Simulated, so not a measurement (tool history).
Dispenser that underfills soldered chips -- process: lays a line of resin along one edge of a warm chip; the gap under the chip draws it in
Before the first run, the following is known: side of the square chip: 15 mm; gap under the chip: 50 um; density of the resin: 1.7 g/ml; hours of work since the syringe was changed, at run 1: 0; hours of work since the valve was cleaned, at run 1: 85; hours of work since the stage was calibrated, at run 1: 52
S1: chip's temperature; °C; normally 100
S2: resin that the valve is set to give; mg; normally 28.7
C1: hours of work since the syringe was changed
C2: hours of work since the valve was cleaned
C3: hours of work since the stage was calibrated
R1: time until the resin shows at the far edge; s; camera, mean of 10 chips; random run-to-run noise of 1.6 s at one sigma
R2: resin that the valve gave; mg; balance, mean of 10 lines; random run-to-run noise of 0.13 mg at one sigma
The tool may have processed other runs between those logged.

{"run": 1, "day": 0.0, "S1": 100, "S2": 28.7, "C1": 0, "C2": 85, "C3": 52, "R1": 156.4, "R2": 27.46}
{"run": 2, "day": 0.133, "S1": 93, "S2": 28.7, "C1": 2, "C2": 87, "C3": 54, "R1": 225.1, "R2": 27.41}
{"run": 3, "day": 0.229, "S1": 100, "S2": 28.7, "C1": 3, "C2": 88, "C3": 55, "R1": 201.4, "R2": 27.51}
{"run": 4, "day": 0.321, "S1": 100, "S2": 28.7, "C1": 5, "C2": 90, "C3": 57, "R1": 227.8, "R2": 27.53}
{"day": 0.55, "done": "new syringe of resin"}
{"run": 5, "day": 0.562, "S1": 100, "S2": 35.7, "C1": 0, "C2": 93, "C3": 60, "R1": 154, "R2": 34.21}
{"run": 6, "day": 0.708, "S1": 100, "S2": 35.7, "C1": 2, "C2": 95, "C3": 63, "R1": 185, "R2": 34.19}
{"run": 7, "day": 0.854, "S1": 100, "S2": 35.7, "C1": 5, "C2": 98, "C3": 65, "R1": 220, "R2": 34.35}
{"run": 8, "day": 1.008, "S1": 100, "S2": 35.7, "C1": 7, "C2": 100, "C3": 67, "R1": 266.1, "R2": 33.79}
{"day": 1.1, "done": "new syringe of resin"}
{"run": 9, "day": 1.167, "S1": 100, "S2": 33.5, "C1": 1, "C2": 102, "C3": 69, "R1": 168.8, "R2": 32.01}
{"run": 10, "day": 1.312, "S1": 100, "S2": 33.5, "C1": 3, "C2": 104, "C3": 72, "R1": 198.6, "R2": 31.77}
{"run": 11, "day": 1.454, "S1": 100, "S2": 33.5, "C1": 5, "C2": 107, "C3": 74, "R1": 238.7, "R2": 31.92}
{"day": 1.646, "done": "new syringe of resin"}
{"run": 12, "day": 1.671, "S1": 114, "S2": 28.7, "C1": 0, "C2": 110, "C3": 77, "R1": 106.3, "R2": 27.36}
{"run": 13, "day": 1.779, "S1": 100, "S2": 26, "C1": 2, "C2": 111, "C3": 79, "R1": 183.4, "R2": 24.66}
{"run": 14, "day": 1.904, "S1": 100, "S2": 31.6, "C1": 4, "C2": 113, "C3": 81, "R1": 208.3, "R2": 30}
{"day": 2.0, "done": "dispensing valve cleaned and set on the balance"}
{"run": 15, "day": 2.112, "S1": 100, "S2": 27.2, "C1": 7, "C2": 2, "C3": 83, "R1": 257, "R2": 27.2}
{"day": 2.233, "done": "new syringe of resin"}
{"run": 16, "day": 2.296, "S1": 100, "S2": 28.7, "C1": 1, "C2": 4, "C3": 86, "R1": 166.2, "R2": 28.64}
{"run": 17, "day": 2.517, "S1": 100, "S2": 28.7, "C1": 4, "C2": 8, "C3": 89, "R1": 218.2, "R2": 28.47}
{"run": 18, "day": 2.733, "S1": 100, "S2": 28.7, "C1": 8, "C2": 11, "C3": 92, "R1": 277.8, "R2": 28.48}
{"day": 2.792, "done": "new syringe of resin"}
{"run": 19, "day": 2.892, "S1": 100, "S2": 28.7, "C1": 2, "C2": 13, "C3": 95, "R1": 174, "R2": 28.37}
{"run": 20, "day": 3.067, "S1": 107, "S2": 36.7, "C1": 4, "C2": 16, "C3": 97, "R1": 166.3, "R2": 36.22}
{"run": 21, "day": 3.262, "S1": 101, "S2": 36, "C1": 7, "C2": 19, "C3": 100, "R1": 256.7, "R2": 35.9}
{"day": 3.338, "done": "new syringe of resin"}
{"run": 22, "day": 3.471, "S1": 96, "S2": 25.7, "C1": 2, "C2": 22, "C3": 103, "R1": 208.6, "R2": 25.53}
{"run": 23, "day": 3.625, "S1": 96, "S2": 25.7, "C1": 4, "C2": 24, "C3": 106, "R1": 257, "R2": 25.36}
{"run": 24, "day": 3.762, "S1": 102, "S2": 36.2, "C1": 7, "C2": 26, "C3": 108, "R1": 239.6, "R2": 35.67}
{"day": 3.883, "done": "new syringe of resin"}
{"run": 25, "day": 3.892, "S1": 100, "S2": 25.3, "C1": 0, "C2": 28, "C3": 110, "R1": 156.6, "R2": 24.88}
{"run": 26, "day": 3.996, "S1": 105, "S2": 36.7, "C1": 2, "C2": 30, "C3": 111, "R1": 151.1, "R2": 36.25}
{"run": 27, "day": 4.117, "S1": 105, "S2": 36.7, "C1": 4, "C2": 32, "C3": 113, "R1": 170.9, "R2": 36.05}
{"run": 28, "day": 4.279, "S1": 92, "S2": 28.8, "C1": 6, "C2": 34, "C3": 116, "R1": 312, "R2": 28.19}
{"run": 29, "day": 4.408, "S1": 92, "S2": 28.8, "C1": 8, "C2": 36, "C3": 117, "R1": 370.4, "R2": 28.23}
{"day": 4.429, "done": "new syringe of resin"}
{"run": 30, "day": 4.538, "S1": 96, "S2": 33.5, "C1": 2, "C2": 38, "C3": 119, "R1": 199.9, "R2": 32.7}
{"run": 31, "day": 4.754, "S1": 100, "S2": 29.9, "C1": 5, "C2": 41, "C3": 123, "R1": 226.2, "R2": 29.13}
{"day": 4.975, "done": "new syringe of resin"}
{"run": 32, "day": 4.988, "S1": 99, "S2": 34.6, "C1": 0, "C2": 45, "C3": 126, "R1": 158.2, "R2": 33.62}
{"run": 33, "day": 5.104, "S1": 95, "S2": 26.3, "C1": 2, "C2": 46, "C3": 128, "R1": 212.8, "R2": 25.64}
{"run": 34, "day": 5.225, "S1": 95, "S2": 26.3, "C1": 4, "C2": 48, "C3": 130, "R1": 243.4, "R2": 25.6}
{"run": 35, "day": 5.379, "S1": 112, "S2": 28.5, "C1": 6, "C2": 51, "C3": 132, "R1": 179.5, "R2": 27.87}

Results for each run, recomputed without the tool's hidden state and with each run's random variation untouched:
The hidden state here: resin's viscosity, % of fresh resin's; dose that the valve gives, % of what is set; true chip temperature over the reading, C; drift of the gauge itself on fill_s, %; drift of the gauge itself on given_mg, %.
run=1 R1=159.9 R2=28.6
run=2 R1=196.1 R2=28.57
run=3 R1=156.4 R2=28.7
run=4 R1=158.1 R2=28.74
run=5 R1=153.7 R2=35.77
run=6 R1=155.1 R2=35.79
run=7 R1=154.3 R2=35.99
run=8 R1=155.4 R2=35.45
run=9 R1=156.4 R2=33.62
run=10 R1=154.3 R2=33.4
run=11 R1=156.9 R2=33.59
run=12 R1=105.1 R2=28.84
run=13 R1=159 R2=26.03
run=14 R1=156.3 R2=31.68
run=15 R1=159 R2=27.28
run=16 R1=156 R2=28.75
run=17 R1=157.7 R2=28.63
run=18 R1=154.2 R2=28.68
run=19 R1=159.8 R2=28.6
run=20 R1=123.9 R2=36.56
run=21 R1=151.3 R2=36.29
run=22 R1=181.1 R2=25.84
run=23 R1=184.7 R2=25.69
run=24 R1=146.3 R2=36.17
run=25 R1=158.9 R2=25.25
run=26 R1=135.5 R2=36.83
run=27 R1=132.4 R2=36.65
run=28 R1=199.1 R2=28.69
run=29 R1=203 R2=28.76
run=30 R1=178.1 R2=33.34
run=31 R1=155.3 R2=29.74
run=32 R1=159.7 R2=34.38
run=33 R1=186.5 R2=26.24
run=34 R1=184.1 R2=26.22
run=35 R1=112.7 R2=28.58
